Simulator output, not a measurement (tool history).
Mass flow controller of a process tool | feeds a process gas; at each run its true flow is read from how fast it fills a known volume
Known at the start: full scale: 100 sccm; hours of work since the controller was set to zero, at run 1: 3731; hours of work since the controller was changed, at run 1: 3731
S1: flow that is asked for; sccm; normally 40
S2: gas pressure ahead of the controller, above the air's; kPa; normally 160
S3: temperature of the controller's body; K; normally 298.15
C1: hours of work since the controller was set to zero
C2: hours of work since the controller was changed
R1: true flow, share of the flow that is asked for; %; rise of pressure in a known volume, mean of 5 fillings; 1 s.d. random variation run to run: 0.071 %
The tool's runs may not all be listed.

run,day,S1,S2,S3,C1,C2,R1
1,0,40,160,298.15,3731,3731,100.66
2,7.988,40,230,298.15,3828,3828,100.89
3,15.667,40,169,298.15,3921,3921,100.65
4,21.171,40,169,298.15,3987,3987,100.73
5,27.75,40,169,298.15,4067,4067,100.76
6,33.079,40,160,308.15,4131,4131,99.82
7,39.892,40,160,308.15,4214,4214,99.97
8,45.971,40,160,308.15,4287,4287,99.87
9,53.708,40,160,308.15,4381,4381,99.8
10,58.004,40,242,298.15,4433,4433,100.92
11,64.021,40,221,298.15,4506,4506,101
12,67.779,40,221,298.15,4551,4551,101.01
13,75.175,92,160,298.15,4641,4641,99.52
14,79.017,40,160,301.15,4687,4687,100.63
15,86.142,26,160,300.15,4773,4773,102.19
16,91.725,26,160,300.15,4841,4841,102.26
17,97.217,15,164,299.15,4907,4907,105.3
18,100.988,49,171,312.15,4953,4953,99.21
19,106.088,23,171,312.15,5015,5015,101.67
20,110.088,23,171,312.15,5063,5063,101.66
21,114.933,38,160,298.15,5122,5122,101.18
22,119.283,54,160,297.15,5174,5174,100.38

What if the next run were any one of these 5? Each begins from the tool's condition after run 22:
A,123.7,40,160,298.15,5228,5228,?
B,123.7,16,242,303.15,5228,5228,?
C,123.7,99,160,298.15,5228,5228,?
D,123.7,25,201,296.15,5228,5228,?
E,123.7,40,170,298.15,5228,5228,?

run,R1
A,100.91
B,105.03
C,99.46
D,103.07
E,101.11
Take away the tool's hidden state, keep each run's random variation, and the runs would have read:
run,R1
A,99.53
B,99.27
C,99.81
D,99.94
E,99.72
